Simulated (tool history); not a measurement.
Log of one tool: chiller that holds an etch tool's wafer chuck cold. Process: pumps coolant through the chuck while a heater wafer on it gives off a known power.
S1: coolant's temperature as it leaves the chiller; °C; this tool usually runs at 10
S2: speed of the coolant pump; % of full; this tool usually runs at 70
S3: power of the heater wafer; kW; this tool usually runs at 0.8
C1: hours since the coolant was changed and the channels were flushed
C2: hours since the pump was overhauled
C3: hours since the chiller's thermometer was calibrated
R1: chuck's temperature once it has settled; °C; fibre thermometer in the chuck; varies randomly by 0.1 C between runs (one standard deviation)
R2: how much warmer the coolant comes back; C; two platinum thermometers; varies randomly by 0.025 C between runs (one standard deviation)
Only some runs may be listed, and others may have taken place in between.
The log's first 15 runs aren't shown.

run    hour  S1   S2     S3    C1    C2    C3    R1    R2
 16  1517.2  10   78    0.8  3142  2334  1329  19.1  2.37
 17  1618.2  19   99  0.555  3243  2435  1430  24.1  1.33
 18  1719.9   4   71  0.831  3345  2537  1532  14.2  2.78
 19    1808  18   91   0.86  3433  2625  1620  26.8  2.24
 20  1876.3  10  100    0.8  3501  2693  1688  17.5  1.87
 21    1956   6  100  0.451  3581  2773  1768  10.1  1.03
 22  2016.4  11  100  0.757  3641  2833  1828  17.9  1.75
 23  2073.3   9   85  0.429  3698  2890  1885  13.6  1.17
 24    2166  14   70    0.8  3791  2983  1978  24.1   2.7
 25    2286  17   95  0.505  3911  3103  2098  21.8  1.22
 26  2404.1  17   95  0.505  4029  3221  2216  21.8  1.26

Expected results for the next run?
 27  2504.9   4  95  0.552  4130  3322  2317   ?   ?

{"run 27": {"R1": 9.4, "R2": 1.35}}
Take away the tool's hidden state, keep the run-to-run variation as it was, and the same run would have given R1 9.1 °C, R2 1.26 C.

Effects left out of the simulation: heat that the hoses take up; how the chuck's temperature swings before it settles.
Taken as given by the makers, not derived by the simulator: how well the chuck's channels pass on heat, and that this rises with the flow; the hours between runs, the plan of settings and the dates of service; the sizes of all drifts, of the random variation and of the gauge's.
